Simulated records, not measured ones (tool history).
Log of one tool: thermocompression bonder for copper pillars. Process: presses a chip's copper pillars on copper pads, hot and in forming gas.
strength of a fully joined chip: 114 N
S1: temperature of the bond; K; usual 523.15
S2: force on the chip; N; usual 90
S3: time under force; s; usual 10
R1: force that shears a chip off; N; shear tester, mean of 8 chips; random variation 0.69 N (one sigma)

| run | day | S1 | S2 | S3 | R1 |
|---|---|---|---|---|---|
| 1 | 0 | 523.15 | 90 | 10 | 42.7 |
| 2 | 0.488 | 523.15 | 90 | 10 | 42.5 |
| 3 | 0.904 | 523.15 | 90 | 10 | 43.4 |
| 4 | 1.317 | 523.15 | 90 | 10 | 42.7 |
| 5 | 1.721 | 523.15 | 90 | 10 | 42.7 |
|  | 1.812 | forming gas filter changed |
| 6 | 2.054 | 523.15 | 90 | 10 | 47.8 |
| 7 | 2.542 | 526.15 | 72 | 7 | 38.8 |
| 8 | 2.921 | 526.15 | 72 | 7 | 38.5 |
| 9 | 3.354 | 543.15 | 72 | 7 | 48.9 |
| 10 | 3.671 | 510.15 | 106 | 7 | 38.1 |

4 ways to go on from here, each from the tool as it stands after run 10. What would each give?
| A | 4.092 | 502.15 | 88 | 5 | ? |
| B | 4.092 | 523.15 | 67 | 6 | ? |
| C | 4.092 | 510.15 | 106 | 15 | ? |
| D | 4.092 | 552.15 | 106 | 5 | ? |

| run | R1 |
|---|---|
| A | 27.1 |
| B | 34.1 |
| C | 51.4 |
| D | 58.6 |
Without the tool's hidden state the same runs would have given:
| run | R1 |
|---|---|
| A | 26.8 |
| B | 33.8 |
| C | 51.1 |
| D | 58.4 |

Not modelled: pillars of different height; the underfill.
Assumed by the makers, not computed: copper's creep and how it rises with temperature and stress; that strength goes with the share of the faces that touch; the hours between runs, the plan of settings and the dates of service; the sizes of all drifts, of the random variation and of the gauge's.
